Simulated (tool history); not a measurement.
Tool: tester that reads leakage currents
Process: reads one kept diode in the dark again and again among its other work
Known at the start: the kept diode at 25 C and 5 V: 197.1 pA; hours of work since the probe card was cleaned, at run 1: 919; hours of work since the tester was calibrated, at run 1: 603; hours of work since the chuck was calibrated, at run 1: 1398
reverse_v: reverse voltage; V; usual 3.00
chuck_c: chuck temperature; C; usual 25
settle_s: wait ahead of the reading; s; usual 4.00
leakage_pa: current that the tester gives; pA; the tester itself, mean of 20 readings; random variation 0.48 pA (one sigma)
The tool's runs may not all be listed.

run   hour  reverse_v  chuck_c  settle_s  hours of work since the probe card was cleaned  hours of work since the tester was calibrated  hours of work since the chuck was calibrated  leakage_pa
  1    0.0       3.00       25      4.00                                             919                                            603                                          1398      159.78
  2   31.4       3.00       25      4.00                                             939                                            623                                          1418      159.81
  3   63.7       3.00       25      4.00                                             960                                            643                                          1439      160.10
  4   85.8       3.00       33      4.00                                             974                                            657                                          1453      332.45
  5  111.9       3.00       33      4.00                                             991                                            674                                          1469      331.86
  6  131.7       3.00       33      0.38                                            1003                                            687                                          1482      335.70
  7  158.7       3.00       25      3.35                                            1020                                            704                                          1499      160.46
  8  190.1       3.00       25      4.00                                            1040                                            724                                          1519      159.45
  9  212.8       3.00       25      4.00                                            1055                                            738                                          1534      159.55
 10  239.5       3.00       25      4.00                                            1072                                            755                                          1551      159.46
 11  253.5       3.00       25      1.69                                            1081                                            764                                          1560      160.15
 12  281.6       3.00       25      4.00                                            1099                                            782                                          1578      159.24
 13  299.0       3.00       25      4.00                                            1110                                            793                                          1589      160.54
 14  319.9       5.62       25      4.00                                            1123                                            807                                          1602      206.00
 15  343.3       5.62       25      4.00                                            1138                                            822                                          1617      208.28
 16  362.5       5.62       25      4.71                                            1150                                            834                                          1629      208.04
     373.5  -- probe card cleaned and baked
 17  392.9       3.00       25      4.00                                              12                                            851                                          1647      159.56
 18  424.4       3.00       25      4.00                                              32                                            871                                          1667      160.02
 19  450.1       3.00       25      4.00                                              49                                            888                                          1683      159.44
 20  478.9      12.84       25      4.00                                              67                                            906                                          1701      291.34
 21  506.1       1.07       32      1.43                                              85                                            923                                          1719      198.89
 22  522.1       3.00       25      0.94                                              95                                            934                                          1729      159.61
 23  535.8       5.48       25      1.13                                             104                                            942                                          1738      206.53
 24  561.7       2.55       25      1.12                                             120                                            959                                          1754      149.16
 25  576.3       1.45       38      3.71                                             129                                            968                                          1764      382.42
 26  595.0       8.67       25      1.42                                             141                                            980                                          1776      247.99
 27  625.4       1.79       42      3.36                                             161                                           1000                                          1795      590.91
 28  656.6       1.79       42      3.36                                             181                                           1019                                          1815      590.00
     685.3  -- chuck's temperature calibrated
 29  685.3       1.79       42      3.36                                             198                                           1036                                             0      592.22
 30  708.1       1.87       50      0.81                                             212                                           1051                                            15     1161.69

Forecast run 31:
 31  730.9       1.19       26      1.00                                             227                                           1066                                            29           ?

{"run 31": {"leakage_pa": 119.72}}
Without the tool's hidden state the same run would have given leakage_pa 119.72 pA.

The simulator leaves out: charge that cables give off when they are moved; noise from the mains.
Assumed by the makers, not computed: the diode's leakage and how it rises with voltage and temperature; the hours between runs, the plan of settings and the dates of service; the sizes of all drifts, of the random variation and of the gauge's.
